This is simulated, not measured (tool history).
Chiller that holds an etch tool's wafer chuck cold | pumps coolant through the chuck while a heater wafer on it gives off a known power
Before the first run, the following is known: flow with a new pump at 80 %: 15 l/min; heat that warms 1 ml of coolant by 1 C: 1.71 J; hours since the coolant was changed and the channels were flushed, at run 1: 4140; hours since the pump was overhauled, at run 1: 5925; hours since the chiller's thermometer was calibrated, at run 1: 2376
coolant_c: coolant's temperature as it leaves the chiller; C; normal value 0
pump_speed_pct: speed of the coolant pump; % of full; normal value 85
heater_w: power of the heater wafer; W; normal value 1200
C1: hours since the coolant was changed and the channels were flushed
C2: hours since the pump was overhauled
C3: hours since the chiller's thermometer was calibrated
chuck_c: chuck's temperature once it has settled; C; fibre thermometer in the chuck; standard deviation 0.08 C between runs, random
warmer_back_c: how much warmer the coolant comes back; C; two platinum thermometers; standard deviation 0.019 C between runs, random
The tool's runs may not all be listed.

Run 1, hour 0.0: usual settings; C1 4140; C2 5925; C3 2376. Result: chuck_c 6.92 C, warmer_back_c 2.64 C.
At hour 42.2: chiller's thermometer calibrated.
Run 2, hour 118.8: usual settings; C1 4257; C2 6042; C3 77. Result: chuck_c 6.82 C, warmer_back_c 2.64 C.
Run 3, hour 203.1: usual settings; C1 4342; C2 6127; C3 161. Result: chuck_c 6.82 C, warmer_back_c 2.64 C.
Run 4, hour 282.2: usual settings; C1 4421; C2 6206; C3 240. Result: chuck_c 6.93 C, warmer_back_c 2.63 C.
Run 5, hour 356.5: usual settings; C1 4495; C2 6280; C3 314. Result: chuck_c 6.89 C, warmer_back_c 2.65 C.
Run 6, hour 529.8: usual settings; C1 4668; C2 6453; C3 488. Result: chuck_c 6.98 C, warmer_back_c 2.67 C.
Run 7, hour 661.9: usual settings; C1 4800; C2 6585; C3 620. Result: chuck_c 6.91 C, warmer_back_c 2.68 C.
Run 8, hour 785.1: usual settings; C1 4924; C2 6709; C3 743. Result: chuck_c 7.02 C, warmer_back_c 2.63 C.
Run 9, hour 865.0: usual settings; C1 5004; C2 6789; C3 823. Result: chuck_c 7.02 C, warmer_back_c 2.63 C.
Run 10, hour 969.1: usual settings but heater_w 706 W; C1 5108; C2 6893; C3 927. Result: chuck_c 4.07 C, warmer_back_c 1.51 C.
Run 11, hour 1097.1: usual settings but heater_w 706 W; C1 5236; C2 7021; C3 1055. Result: chuck_c 4.30 C, warmer_back_c 1.54 C.
Run 12, hour 1211.8: usual settings but pump_speed_pct 73 % of full, heater_w 706 W; C1 5350; C2 7135; C3 1170. Result: chuck_c 4.85 C, warmer_back_c 1.83 C.
Run 13, hour 1303.0: usual settings but pump_speed_pct 73 % of full, heater_w 941 W; C1 5442; C2 7227; C3 1261. Result: chuck_c 6.41 C, warmer_back_c 2.41 C.
Run 14, hour 1459.3: usual settings but pump_speed_pct 73 % of full, heater_w 941 W; C1 5598; C2 7383; C3 1417. Result: chuck_c 6.64 C, warmer_back_c 2.40 C.
Run 15, hour 1571.9: usual settings but pump_speed_pct 73 % of full, heater_w 941 W; C1 5711; C2 7495; C3 1530. Result: chuck_c 6.32 C, warmer_back_c 2.40 C.
Run 16, hour 1670.1: usual settings but pump_speed_pct 73 % of full, heater_w 941 W; C1 5809; C2 7594; C3 1628. Result: chuck_c 6.49 C, warmer_back_c 2.44 C.
Run 17, hour 1769.8: usual settings but coolant_c 5 C, heater_w 942 W; C1 5908; C2 7693; C3 1728. Result: chuck_c 10.64 C, warmer_back_c 2.06 C.
Run 18, hour 1898.2: usual settings but coolant_c 5 C, heater_w 942 W; C1 6037; C2 7822; C3 1856. Result: chuck_c 10.67 C, warmer_back_c 2.05 C.
Run 19, hour 2075.0: usual settings but coolant_c -9 C, pump_speed_pct 68 % of full, heater_w 739 W; C1 6214; C2 7999; C3 2033. Result: chuck_c -3.47 C, warmer_back_c 2.08 C.
Run 20, hour 2235.3: usual settings but coolant_c -9 C, pump_speed_pct 68 % of full, heater_w 739 W; C1 6374; C2 8159; C3 2193. Result: chuck_c -3.47 C, warmer_back_c 2.03 C.
Run 21, hour 2387.8: usual settings but coolant_c -9 C, pump_speed_pct 68 % of full, heater_w 952 W; C1 6526; C2 8311; C3 2346. Result: chuck_c -1.91 C, warmer_back_c 2.62 C.
At hour 2459.3: chiller's thermometer calibrated.
Run 22, hour 2553.8: usual settings but coolant_c 6 C, pump_speed_pct 68 % of full, heater_w 1220 W; C1 6691; C2 8476; C3 95. Result: chuck_c 15.04 C, warmer_back_c 3.42 C.
Run 23, hour 2676.0: usual settings but coolant_c 10 C, pump_speed_pct 65 % of full, heater_w 644 W; C1 6814; C2 8599; C3 217. Result: chuck_c 15.17 C, warmer_back_c 1.93 C.
Run 24, hour 2790.7: usual settings but coolant_c 2 C, pump_speed_pct 84 % of full, heater_w 852 W; C1 6928; C2 8713; C3 331. Result: chuck_c 7.08 C, warmer_back_c 1.90 C.
Run 25, hour 2863.6: usual settings but coolant_c 2 C; C1 7001; C2 8786; C3 404. Result: chuck_c 9.19 C, warmer_back_c 2.68 C.
Run 26, hour 2959.5: usual settings but coolant_c 4 C, heater_w 643 W; C1 7097; C2 8882; C3 500. Result: chuck_c 8.07 C, warmer_back_c 1.40 C.
Run 27, hour 3106.1: usual settings but coolant_c 1 C, pump_speed_pct 83 % of full, heater_w 802 W; C1 7244; C2 9029; C3 647. Result: chuck_c 6.13 C, warmer_back_c 1.80 C.
Run 28, hour 3191.8: usual settings but coolant_c -7 C, pump_speed_pct 71 % of full, heater_w 1689 W; C1 7329; C2 9114; C3 733. Result: chuck_c 5.01 C, warmer_back_c 4.51 C.
At hour 3370.2: coolant changed, channels flushed.
Run 29, hour 3374.4: usual settings but coolant_c -7 C, pump_speed_pct 86 % of full; C1 4; C2 9291; C3 909. Result: chuck_c 0.16 C, warmer_back_c 2.60 C.
Run 30, hour 3481.7: usual settings but coolant_c -9 C, pump_speed_pct 95 % of full, heater_w 737 W; C1 112; C2 9398; C3 1016. Result: chuck_c -4.80 C, warmer_back_c 1.43 C.

Had the tool no unlogged condition, and each run kept its random variation, what would the results have been?
The tool's hidden condition here consists of: heat passed by the chuck's channels, % of clean ones'; flow at a given pump speed, % of a new pump's; coolant's true temperature over the reading, C; drift of the gauge itself on chuck_c, C; drift of the gauge itself on warmer_back_c, C.
run  chuck_c
  1     6.90
  2     6.78
  3     6.76
  4     6.87
  5     6.82
  6     6.89
  7     6.80
  8     6.89
  9     6.88
 10     3.93
 11     4.14
 12     4.67
 13     6.22
 14     6.43
 15     6.08
 16     6.25
 17    10.39
 18    10.40
 19    -3.77
 20    -3.79
 21    -2.25
 22    14.65
 23    14.79
 24     6.69
 25     8.77
 26     7.66
 27     5.70
 28     4.52
 29    -0.30
 30    -5.27
warmer_back_c: at most 0.02 C away from the measurement, every run.
